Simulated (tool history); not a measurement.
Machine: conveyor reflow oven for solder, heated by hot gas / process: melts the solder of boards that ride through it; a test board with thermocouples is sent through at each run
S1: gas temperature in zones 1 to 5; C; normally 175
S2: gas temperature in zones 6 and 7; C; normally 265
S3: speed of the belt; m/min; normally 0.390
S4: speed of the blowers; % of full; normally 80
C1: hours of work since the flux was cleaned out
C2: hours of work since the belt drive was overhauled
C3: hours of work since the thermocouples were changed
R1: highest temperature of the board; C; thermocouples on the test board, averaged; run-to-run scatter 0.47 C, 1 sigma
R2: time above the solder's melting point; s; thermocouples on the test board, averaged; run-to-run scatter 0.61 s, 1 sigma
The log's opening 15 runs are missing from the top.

{"run": 16, "day": 11.317, "S1": 175, "S2": 265, "S3": 0.33, "S4": 80, "C1": 40, "C2": 437, "C3": 470, "R1": 248.5, "R2": 77.8}
{"day": 12.388, "done": "flux residue cleaned out of gas plates and filters, once more"}
{"run": 17, "day": 12.608, "S1": 175, "S2": 265, "S3": 0.33, "S4": 80, "C1": 2, "C2": 449, "C3": 482, "R1": 254.9, "R2": 86.6}
{"run": 18, "day": 13.375, "S1": 180, "S2": 265, "S3": 0.39, "S4": 80, "C1": 11, "C2": 457, "C3": 490, "R1": 251.6, "R2": 72.1}
{"run": 19, "day": 14.367, "S1": 175, "S2": 265, "S3": 0.35, "S4": 67, "C1": 22, "C2": 468, "C3": 501, "R1": 252.3, "R2": 79.0}
{"run": 20, "day": 14.925, "S1": 162, "S2": 272, "S3": 0.438, "S4": 86, "C1": 28, "C2": 474, "C3": 507, "R1": 250.5, "R2": 55.8}
{"run": 21, "day": 15.942, "S1": 162, "S2": 277, "S3": 0.438, "S4": 86, "C1": 39, "C2": 485, "C3": 518, "R1": 254.5, "R2": 58.7}
{"run": 22, "day": 16.638, "S1": 184, "S2": 275, "S3": 0.39, "S4": 80, "C1": 47, "C2": 493, "C3": 526, "R1": 260.9, "R2": 81.0}
{"run": 23, "day": 17.183, "S1": 169, "S2": 280, "S3": 0.39, "S4": 80, "C1": 52, "C2": 499, "C3": 532, "R1": 262.6, "R2": 75.6}
{"run": 24, "day": 17.679, "S1": 169, "S2": 273, "S3": 0.39, "S4": 73, "C1": 58, "C2": 504, "C3": 537, "R1": 254.2, "R2": 68.7}
{"run": 25, "day": 18.542, "S1": 174, "S2": 273, "S3": 0.39, "S4": 72, "C1": 67, "C2": 514, "C3": 547, "R1": 255.7, "R2": 71.1}
{"run": 26, "day": 19.021, "S1": 163, "S2": 273, "S3": 0.417, "S4": 72, "C1": 73, "C2": 519, "C3": 552, "R1": 250.5, "R2": 58.0}
{"run": 27, "day": 19.6, "S1": 163, "S2": 265, "S3": 0.343, "S4": 65, "C1": 79, "C2": 525, "C3": 558, "R1": 249.6, "R2": 72.3}
{"run": 28, "day": 20.229, "S1": 175, "S2": 279, "S3": 0.448, "S4": 52, "C1": 86, "C2": 532, "C3": 565, "R1": 250.6, "R2": 55.3}
{"run": 29, "day": 20.921, "S1": 175, "S2": 279, "S3": 0.448, "S4": 56, "C1": 93, "C2": 540, "C3": 573, "R1": 250.6, "R2": 57.4}
{"run": 30, "day": 21.392, "S1": 175, "S2": 258, "S3": 0.321, "S4": 59, "C1": 99, "C2": 545, "C3": 578, "R1": 246.5, "R2": 80.6}
{"run": 31, "day": 22.012, "S1": 175, "S2": 269, "S3": 0.39, "S4": 72, "C1": 105, "C2": 552, "C3": 585, "R1": 251.9, "R2": 70.5}

Branching from run 31: 4 alternative next runs. What would each branch give?
{"run": "A", "day": 22.7, "S1": 175, "S2": 265, "S3": 0.39, "S4": 57, "C1": 113, "C2": 559, "C3": 592, "R1": "?", "R2": "?"}
{"run": "B", "day": 22.7, "S1": 175, "S2": 265, "S3": 0.39, "S4": 56, "C1": 113, "C2": 559, "C3": 592, "R1": "?", "R2": "?"}
{"run": "C", "day": 22.7, "S1": 175, "S2": 276, "S3": 0.347, "S4": 88, "C1": 113, "C2": 559, "C3": 592, "R1": "?", "R2": "?"}
{"run": "D", "day": 22.7, "S1": 186, "S2": 265, "S3": 0.39, "S4": 80, "C1": 113, "C2": 559, "C3": 592, "R1": "?", "R2": "?"}

run=A R1=245.9 R2=62.3
run=B R1=246.2 R2=61.1
run=C R1=264.5 R2=89.2
run=D R1=251.9 R2=73.7
The same runs, with their run-to-run variation unchanged, on a tool lacking any hidden condition would have given:
run=A R1=245.7 R2=61.4
run=B R1=246.0 R2=60.3
run=C R1=264.3 R2=87.9
run=D R1=251.7 R2=72.7
